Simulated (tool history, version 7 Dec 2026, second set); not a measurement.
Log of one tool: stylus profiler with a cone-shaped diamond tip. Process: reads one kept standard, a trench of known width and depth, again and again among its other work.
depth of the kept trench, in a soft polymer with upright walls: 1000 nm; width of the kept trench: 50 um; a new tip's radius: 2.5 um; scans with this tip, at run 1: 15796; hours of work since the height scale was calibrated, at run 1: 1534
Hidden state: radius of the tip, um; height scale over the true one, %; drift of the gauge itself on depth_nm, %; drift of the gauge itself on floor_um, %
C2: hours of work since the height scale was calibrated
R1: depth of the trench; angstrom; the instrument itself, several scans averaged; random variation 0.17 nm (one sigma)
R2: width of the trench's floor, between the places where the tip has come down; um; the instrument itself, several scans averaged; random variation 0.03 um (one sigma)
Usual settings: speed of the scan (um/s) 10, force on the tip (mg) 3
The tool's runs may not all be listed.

run 1 day=0 | speed_of_the_scan_(um/s)=10 force_on_the_tip_(mg)=3 | scans_with_this_tip=15796 C2=1534 | R1=10111.8 R2=42.99
run 2 day=1.038 | speed_of_the_scan_(um/s)=10 force_on_the_tip_(mg)=3 | scans_with_this_tip=15943 C2=1549 | R1=10110.3 R2=43.05
run 3 day=2.275 | speed_of_the_scan_(um/s)=10 force_on_the_tip_(mg)=3 | scans_with_this_tip=16119 C2=1566 | R1=10117.4 R2=42.92
run 4 day=3.371 | speed_of_the_scan_(um/s)=10 force_on_the_tip_(mg)=3 | scans_with_this_tip=16274 C2=1581 | R1=10114.8 R2=43.01
run 5 day=3.996 | speed_of_the_scan_(um/s)=10 force_on_the_tip_(mg)=6.19 | scans_with_this_tip=16363 C2=1589 | R1=10200.4 R2=42.95
run 6 day=5.104 | speed_of_the_scan_(um/s)=10 force_on_the_tip_(mg)=6.19 | scans_with_this_tip=16521 C2=1605 | R1=10200.6 R2=42.93
-- day=5.625 new tip fitted, height scale calibrated
run 7 day=6.092 | speed_of_the_scan_(um/s)=10 force_on_the_tip_(mg)=6.19 | scans_with_this_tip=66 C2=6 | R1=10228.4 R2=45.9
run 8 day=6.771 | speed_of_the_scan_(um/s)=10 force_on_the_tip_(mg)=6.19 | scans_with_this_tip=163 C2=16 | R1=10228.3 R2=45.92
run 9 day=7.754 | speed_of_the_scan_(um/s)=10 force_on_the_tip_(mg)=6.19 | scans_with_this_tip=302 C2=29 | R1=10228.4 R2=45.86
run 10 day=8.517 | speed_of_the_scan_(um/s)=8 force_on_the_tip_(mg)=3 | scans_with_this_tip=410 C2=40 | R1=10140.7 R2=45.78
run 11 day=9.417 | speed_of_the_scan_(um/s)=8 force_on_the_tip_(mg)=3 | scans_with_this_tip=538 C2=52 | R1=10139.5 R2=45.76
run 12 day=10.358 | speed_of_the_scan_(um/s)=8 force_on_the_tip_(mg)=3 | scans_with_this_tip=672 C2=65 | R1=10139.1 R2=45.79
run 13 day=11.383 | speed_of_the_scan_(um/s)=18 force_on_the_tip_(mg)=3 | scans_with_this_tip=817 C2=79 | R1=10140.9 R2=45.69
run 14 day=12.717 | speed_of_the_scan_(um/s)=18 force_on_the_tip_(mg)=3 | scans_with_this_tip=1006 C2=98 | R1=10138.7 R2=45.64
run 15 day=13.888 | speed_of_the_scan_(um/s)=18 force_on_the_tip_(mg)=3 | scans_with_this_tip=1173 C2=114 | R1=10140.4 R2=45.6
run 16 day=15.175 | speed_of_the_scan_(um/s)=9 force_on_the_tip_(mg)=3 | scans_with_this_tip=1356 C2=132 | R1=10135.9 R2=45.55
run 17 day=16.604 | speed_of_the_scan_(um/s)=9 force_on_the_tip_(mg)=3 | scans_with_this_tip=1558 C2=151 | R1=10136.2 R2=45.54
run 18 day=17.279 | speed_of_the_scan_(um/s)=9 force_on_the_tip_(mg)=3 | scans_with_this_tip=1654 C2=161 | R1=10134 R2=45.5
run 19 day=18.65 | speed_of_the_scan_(um/s)=9 force_on_the_tip_(mg)=3 | scans_with_this_tip=1849 C2=180 | R1=10138.4 R2=45.46
run 20 day=19.492 | speed_of_the_scan_(um/s)=9 force_on_the_tip_(mg)=3 | scans_with_this_tip=1968 C2=191 | R1=10136.8 R2=45.47
run 21 day=20.729 | speed_of_the_scan_(um/s)=9 force_on_the_tip_(mg)=3 | scans_with_this_tip=2144 C2=208 | R1=10140.3 R2=45.36
run 22 day=21.908 | speed_of_the_scan_(um/s)=9 force_on_the_tip_(mg)=3 | scans_with_this_tip=2311 C2=225 | R1=10139.5 R2=45.35
run 23 day=23.229 | speed_of_the_scan_(um/s)=5 force_on_the_tip_(mg)=3 | scans_with_this_tip=2499 C2=243 | R1=10136.6 R2=45.3
run 24 day=24.1 | speed_of_the_scan_(um/s)=3 force_on_the_tip_(mg)=1.73 | scans_with_this_tip=2623 C2=255 | R1=10090.8 R2=45.25
run 25 day=25.458 | speed_of_the_scan_(um/s)=20 force_on_the_tip_(mg)=6.68 | scans_with_this_tip=2816 C2=274 | R1=10238 R2=45.21
run 26 day=26.704 | speed_of_the_scan_(um/s)=20 force_on_the_tip_(mg)=6.68 | scans_with_this_tip=2993 C2=291 | R1=10234.7 R2=45.24
run 27 day=27.838 | speed_of_the_scan_(um/s)=20 force_on_the_tip_(mg)=6.68 | scans_with_this_tip=3153 C2=306 | R1=10236.7 R2=45.17
run 28 day=29.142 | speed_of_the_scan_(um/s)=29 force_on_the_tip_(mg)=3 | scans_with_this_tip=3338 C2=324 | R1=10135.3 R2=45.05
run 29 day=30.267 | speed_of_the_scan_(um/s)=29 force_on_the_tip_(mg)=3 | scans_with_this_tip=3498 C2=340 | R1=10136.2 R2=45.08
run 30 day=31.4 | speed_of_the_scan_(um/s)=29 force_on_the_tip_(mg)=3 | scans_with_this_tip=3659 C2=355 | R1=10135.7 R2=44.97
run 31 day=32.704 | speed_of_the_scan_(um/s)=18 force_on_the_tip_(mg)=4.29 | scans_with_this_tip=3844 C2=373 | R1=10170.7 R2=45
run 32 day=33.917 | speed_of_the_scan_(um/s)=21 force_on_the_tip_(mg)=4.38 | scans_with_this_tip=4017 C2=390 | R1=10173.6 R2=44.96
run 33 day=34.792 | speed_of_the_scan_(um/s)=11 force_on_the_tip_(mg)=1.76 | scans_with_this_tip=4141 C2=402 | R1=10088.8 R2=44.97
run 34 day=35.504 | speed_of_the_scan_(um/s)=10 force_on_the_tip_(mg)=1.1 | scans_with_this_tip=4242 C2=412 | R1=10065.2 R2=44.89
run 35 day=36.646 | speed_of_the_scan_(um/s)=22 force_on_the_tip_(mg)=3.78 | scans_with_this_tip=4404 C2=428 | R1=10157.1 R2=44.88
run 36 day=38.021 | speed_of_the_scan_(um/s)=36 force_on_the_tip_(mg)=6.74 | scans_with_this_tip=4599 C2=447 | R1=10235 R2=44.81
run 37 day=38.767 | speed_of_the_scan_(um/s)=36 force_on_the_tip_(mg)=6.74 | scans_with_this_tip=4705 C2=457 | R1=10231.4 R2=44.85
run 38 day=39.646 | speed_of_the_scan_(um/s)=36 force_on_the_tip_(mg)=6.74 | scans_with_this_tip=4830 C2=469 | R1=10236 R2=44.77
run 39 day=41.192 | speed_of_the_scan_(um/s)=36 force_on_the_tip_(mg)=6.74 | scans_with_this_tip=5049 C2=490 | R1=10236.4 R2=44.74
run 40 day=42.067 | speed_of_the_scan_(um/s)=7 force_on_the_tip_(mg)=1.81 | scans_with_this_tip=5174 C2=503 | R1=10091.7 R2=44.75
run 41 day=42.95 | speed_of_the_scan_(um/s)=7 force_on_the_tip_(mg)=1.73 | scans_with_this_tip=5299 C2=515 | R1=10088 R2=44.8
run 42 day=43.833 | speed_of_the_scan_(um/s)=38 force_on_the_tip_(mg)=6.92 | scans_with_this_tip=5424 C2=527 | R1=10235.8 R2=44.64
run 43 day=44.592 | speed_of_the_scan_(um/s)=10 force_on_the_tip_(mg)=8.31 | scans_with_this_tip=5532 C2=537 | R1=10270.4 R2=44.71
run 44 day=45.288 | speed_of_the_scan_(um/s)=10 force_on_the_tip_(mg)=8.31 | scans_with_this_tip=5631 C2=547 | R1=10270.2 R2=44.71
run 45 day=46.154 | speed_of_the_scan_(um/s)=10 force_on_the_tip_(mg)=8.31 | scans_with_this_tip=5754 C2=559 | R1=10269 R2=44.7

3 ways to go on from here, each from the tool as it stands after run 45. What would each give?
run A day=47.258 | speed_of_the_scan_(um/s)=8 force_on_the_tip_(mg)=2.66 | scans_with_this_tip=5911 C2=574 | R1=? R2=?
run B day=47.258 | speed_of_the_scan_(um/s)=3 force_on_the_tip_(mg)=5.85 | scans_with_this_tip=5911 C2=574 | R1=? R2=?
run C day=47.258 | speed_of_the_scan_(um/s)=14 force_on_the_tip_(mg)=7.4 | scans_with_this_tip=5911 C2=574 | R1=? R2=?

run=A R1=10119.4 R2=44.63
run=B R1=10208 R2=44.64
run=C R1=10248.8 R2=44.59
Without the tool's hidden state the same runs would have given:
run=A R1=10129.7 R2=45.97
run=B R1=10218.4 R2=45.99
run=C R1=10259.2 R2=45.94
